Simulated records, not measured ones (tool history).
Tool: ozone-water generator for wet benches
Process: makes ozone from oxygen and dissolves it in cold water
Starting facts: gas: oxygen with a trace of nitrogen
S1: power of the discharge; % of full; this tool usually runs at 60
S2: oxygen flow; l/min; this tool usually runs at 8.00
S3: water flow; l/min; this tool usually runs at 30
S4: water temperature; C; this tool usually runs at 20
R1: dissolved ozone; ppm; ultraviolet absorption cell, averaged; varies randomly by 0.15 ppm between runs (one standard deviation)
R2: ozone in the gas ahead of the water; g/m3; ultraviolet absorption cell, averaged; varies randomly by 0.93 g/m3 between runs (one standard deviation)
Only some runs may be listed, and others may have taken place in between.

run 1 hour=0.0 | S1=60 S2=8.00 S3=30 S4=20 | R1=15.5 R2=137.7
run 2 hour=98.8 | S1=63 S2=8.00 S3=30 S4=20 | R1=16.2 R2=144.4
run 3 hour=202.5 | S1=60 S2=8.00 S3=30 S4=13 | R1=17.0 R2=136.6
run 4 hour=328.1 | S1=60 S2=8.00 S3=30 S4=13 | R1=17.1 R2=138.7
run 5 hour=423.0 | S1=60 S2=8.00 S3=38 S4=20 | R1=12.5 R2=137.8
run 6 hour=493.9 | S1=60 S2=8.00 S3=38 S4=20 | R1=12.6 R2=137.2
run 7 hour=552.3 | S1=60 S2=8.00 S3=38 S4=20 | R1=12.5 R2=136.1
run 8 hour=621.8 | S1=60 S2=8.00 S3=30 S4=20 | R1=15.0 R2=136.1
run 9 hour=715.8 | S1=60 S2=8.00 S3=30 S4=20 | R1=15.4 R2=137.6
run 10 hour=780.5 | S1=60 S2=8.00 S3=30 S4=20 | R1=15.1 R2=136.5
run 11 hour=844.3 | S1=60 S2=9.65 S3=30 S4=20 | R1=14.5 R2=119.9
run 12 hour=921.4 | S1=53 S2=9.65 S3=30 S4=20 | R1=13.2 R2=108.5
run 13 hour=993.3 | S1=60 S2=8.00 S3=32 S4=20 | R1=14.2 R2=136.3
run 14 hour=1109.2 | S1=60 S2=8.00 S3=32 S4=20 | R1=14.2 R2=135.4
run 15 hour=1187.5 | S1=60 S2=8.00 S3=32 S4=20 | R1=14.3 R2=134.4
run 16 hour=1263.2 | S1=60 S2=8.00 S3=32 S4=20 | R1=14.1 R2=134.3
run 17 hour=1331.5 | S1=60 S2=8.00 S3=47 S4=23 | R1=9.7 R2=133.2
run 18 hour=1422.9 | S1=52 S2=8.29 S3=30 S4=15 | R1=14.3 R2=116.2
run 19 hour=1544.2 | S1=52 S2=8.29 S3=30 S4=23 | R1=12.5 R2=117.0
run 20 hour=1662.9 | S1=52 S2=8.29 S3=30 S4=15 | R1=13.9 R2=116.8
run 21 hour=1726.7 | S1=52 S2=8.29 S3=30 S4=15 | R1=14.0 R2=115.6
run 22 hour=1828.4 | S1=60 S2=10.99 S3=31 S4=24 | R1=12.5 R2=106.5
run 23 hour=1954.0 | S1=60 S2=10.99 S3=31 S4=24 | R1=12.3 R2=105.7
run 24 hour=2032.9 | S1=60 S2=10.99 S3=31 S4=21 | R1=13.3 R2=106.8
run 25 hour=2121.8 | S1=61 S2=10.99 S3=29 S4=21 | R1=13.7 R2=106.0
run 26 hour=2180.9 | S1=51 S2=4.18 S3=26 S4=24 | R1=14.2 R2=180.5

Not shown here: 1 entry made in the log between runs. Locate each between two listed runs and compare the hidden state at the listed run before it with the hidden state at the listed run after it:
After run 8, before run 9: water thermometer calibrated (hour 666.0)
  yield of the discharge, % of new electrodes': 85.7 -> 85.5; contactor's efficiency, % of a clean one's: 96.3 -> 96.1; true water temperature over the reading, C: 0.33 -> -0.04
  what was measured, less what the result would be without the hidden state, R1: -2.5 -> -2.5 ppm; R2: -19.5 -> -20.0 g/m3
